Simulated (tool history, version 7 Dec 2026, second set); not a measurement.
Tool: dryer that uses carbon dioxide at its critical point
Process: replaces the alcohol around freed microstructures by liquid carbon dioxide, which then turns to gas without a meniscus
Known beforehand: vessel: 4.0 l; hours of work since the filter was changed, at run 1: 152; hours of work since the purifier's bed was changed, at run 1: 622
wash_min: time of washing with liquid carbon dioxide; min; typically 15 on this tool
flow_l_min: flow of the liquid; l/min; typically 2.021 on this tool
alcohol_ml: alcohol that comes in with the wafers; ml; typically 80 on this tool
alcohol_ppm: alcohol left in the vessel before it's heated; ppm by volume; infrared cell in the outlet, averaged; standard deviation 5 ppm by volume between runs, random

| run | hour | wash_min | flow_l_min | alcohol_ml | hours of work since the filter was changed | hours of work since the purifier's bed was changed | alcohol_ppm |
|---|---|---|---|---|---|---|---|
| 1 | 0.0 | 15 | 2.021 | 80 | 152 | 622 | 151 |
| 2 | 31.7 | 15 | 2.021 | 80 | 165 | 635 | 154 |
| 3 | 88.0 | 15 | 2.021 | 80 | 189 | 659 | 165 |
| 4 | 117.1 | 15 | 2.021 | 80 | 201 | 671 | 169 |
| 5 | 158.9 | 15 | 2.021 | 80 | 219 | 688 | 166 |
| 6 | 209.5 | 15 | 2.021 | 54 | 240 | 710 | 144 |
| 7 | 258.5 | 15 | 2.021 | 80 | 261 | 730 | 192 |
| 8 | 303.7 | 16 | 2.021 | 80 | 280 | 749 | 161 |
| 9 | 368.2 | 16 | 2.021 | 80 | 307 | 776 | 177 |
| 10 | 408.4 | 15 | 2.021 | 80 | 323 | 793 | 191 |
| 11 | 469.3 | 15 | 2.021 | 80 | 349 | 818 | 216 |
| 12 | 523.1 | 15 | 2.021 | 80 | 371 | 841 | 211 |
| 13 | 575.1 | 15 | 2.021 | 80 | 393 | 863 | 224 |
| 14 | 627.5 | 15 | 2.021 | 80 | 415 | 885 | 224 |
| 15 | 663.1 | 15 | 2.021 | 80 | 430 | 900 | 234 |
| 16 | 697.6 | 10 | 2.021 | 80 | 445 | 914 | 743 |
| 17 | 766.1 | 15 | 1.310 | 80 | 473 | 943 | 933 |
|  | 771.8 | inlet filter changed |
| 18 | 804.2 | 11 | 2.021 | 80 | 14 | 958 | 339 |
| 19 | 858.7 | 15 | 1.390 | 80 | 36 | 981 | 464 |
| 20 | 915.0 | 15 | 1.390 | 80 | 60 | 1005 | 476 |
| 21 | 976.0 | 15 | 1.390 | 80 | 86 | 1031 | 499 |
| 22 | 1018.7 | 15 | 1.390 | 80 | 104 | 1048 | 512 |
| 23 | 1072.4 | 15 | 1.390 | 80 | 126 | 1071 | 542 |
| 24 | 1113.5 | 15 | 1.390 | 80 | 143 | 1088 | 548 |
| 25 | 1160.1 | 10 | 3.340 | 80 | 163 | 1108 | 204 |
| 26 | 1226.1 | 10 | 3.340 | 80 | 190 | 1135 | 192 |
| 27 | 1262.9 | 10 | 3.340 | 80 | 206 | 1151 | 206 |
| 28 | 1327.1 | 15 | 3.260 | 80 | 233 | 1178 | 179 |
| 29 | 1359.9 | 12 | 2.010 | 22 | 247 | 1192 | 224 |
| 30 | 1402.2 | 15 | 2.021 | 99 | 264 | 1209 | 268 |
| 31 | 1462.7 | 21 | 2.660 | 119 | 290 | 1235 | 188 |
| 32 | 1498.4 | 13 | 1.560 | 45 | 305 | 1250 | 468 |
| 33 | 1563.8 | 19 | 1.560 | 45 | 332 | 1277 | 252 |
| 34 | 1609.7 | 18 | 1.820 | 56 | 351 | 1296 | 226 |
| 35 | 1645.8 | 18 | 1.820 | 56 | 367 | 1311 | 250 |
| 36 | 1675.4 | 13 | 1.230 | 110 | 379 | 1324 | 1942 |
| 37 | 1705.2 | 9 | 1.420 | 42 | 391 | 1336 | 1355 |
| 38 | 1749.6 | 11 | 2.220 | 60 | 410 | 1355 | 399 |
| 39 | 1785.4 | 18 | 1.290 | 80 | 425 | 1370 | 601 |
| 40 | 1839.5 | 9 | 2.021 | 35 | 448 | 1393 | 567 |
|  | 1909.3 | inlet filter changed |
| 41 | 1909.5 | 16 | 2.021 | 68 | 0 | 1422 | 223 |
| 42 | 1940.5 | 15 | 2.021 | 73 | 13 | 1435 | 245 |
| 43 | 1980.6 | 14 | 2.970 | 105 | 30 | 1451 | 218 |
|  | 2007.7 | purifier's bed changed |
| 44 | 2052.2 | 14 | 3.190 | 37 | 59 | 19 | 12 |
| 45 | 2105.4 | 14 | 3.190 | 37 | 81 | 41 | 7 |
| 46 | 2149.5 | 14 | 3.190 | 37 | 99 | 59 | 15 |
| 47 | 2219.3 | 15 | 2.021 | 22 | 129 | 89 | 27 |

Below are 4 alternative next runs, each starting from the tool's condition after run 47. Predict each:
| A | 2256.7 | 15 | 1.300 | 50 | 144 | 104 | ? |
| B | 2256.7 | 13 | 2.030 | 34 | 144 | 104 | ? |
| C | 2256.7 | 15 | 1.240 | 22 | 144 | 104 | ? |
| D | 2256.7 | 15 | 2.100 | 36 | 144 | 104 | ? |

| run | alcohol_ppm |
|---|---|
| A | 334 |
| B | 68 |
| C | 185 |
| D | 44 |
Stripped of hidden state, with their random variation kept, the same runs would have yielded:
| run | alcohol_ppm |
|---|---|
| A | 259 |
| B | 39 |
| C | 140 |
| D | 23 |
